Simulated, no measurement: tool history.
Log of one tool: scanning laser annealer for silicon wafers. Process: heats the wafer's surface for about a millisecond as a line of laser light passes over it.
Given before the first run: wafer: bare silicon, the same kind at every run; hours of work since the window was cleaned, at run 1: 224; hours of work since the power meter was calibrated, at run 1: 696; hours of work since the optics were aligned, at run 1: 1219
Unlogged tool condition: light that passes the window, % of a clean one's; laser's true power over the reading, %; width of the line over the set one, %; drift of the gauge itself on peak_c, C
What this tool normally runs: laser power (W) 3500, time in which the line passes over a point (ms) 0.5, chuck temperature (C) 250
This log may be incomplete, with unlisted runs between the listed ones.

run,hour,laser power (W),time in which the line passes over a point (ms),chuck temperature (C),hours of work since the window was cleaned,hours of work since the power meter was calibrated,hours of work since the optics were aligned,highest temperature of the surface (C)
1,0,3500,0.5,250,224,696,1219,951
2,66.8,3500,0.5,250,255,727,1249,945
3,115.1,3500,0.5,250,277,749,1271,942
4,181.7,3500,0.5,250,307,779,1301,940
5,224.2,3500,0.5,250,326,798,1320,939
# hour 261: window over the wafer cleaned
# hour 283: optics aligned, line set to its width
6,302,3500,0.5,250,16,830,9,963
7,341.7,3500,0.5,279,34,848,27,991
8,377.6,3500,0.5,279,51,865,43,991
9,421.3,3500,0.5,279,71,884,63,988
10,452.9,3500,0.5,250,85,899,77,959
11,489.3,3500,0.5,250,101,915,94,961
12,541.4,3644,0.5,250,125,939,117,987
13,612.8,3644,0.5,250,158,972,150,987
# hour 658.6: optics aligned, line set to its width, once more
14,658.6,3644,0.5,250,176,990,0,996
15,714.7,3675,0.5,250,202,1016,25,1002
16,770,3500,0.5,250,227,1041,51,957
17,821.5,3458,0.462,213,250,1064,74,879

Run 18 comes next. What will it give?
18,855.5,3809,0.462,266,266,1080,89,?

Run 18 gave highest temperature of the surface (C) 1015.
Minus the tool's unlogged condition, the same run would have read highest temperature of the surface (C) 1036.

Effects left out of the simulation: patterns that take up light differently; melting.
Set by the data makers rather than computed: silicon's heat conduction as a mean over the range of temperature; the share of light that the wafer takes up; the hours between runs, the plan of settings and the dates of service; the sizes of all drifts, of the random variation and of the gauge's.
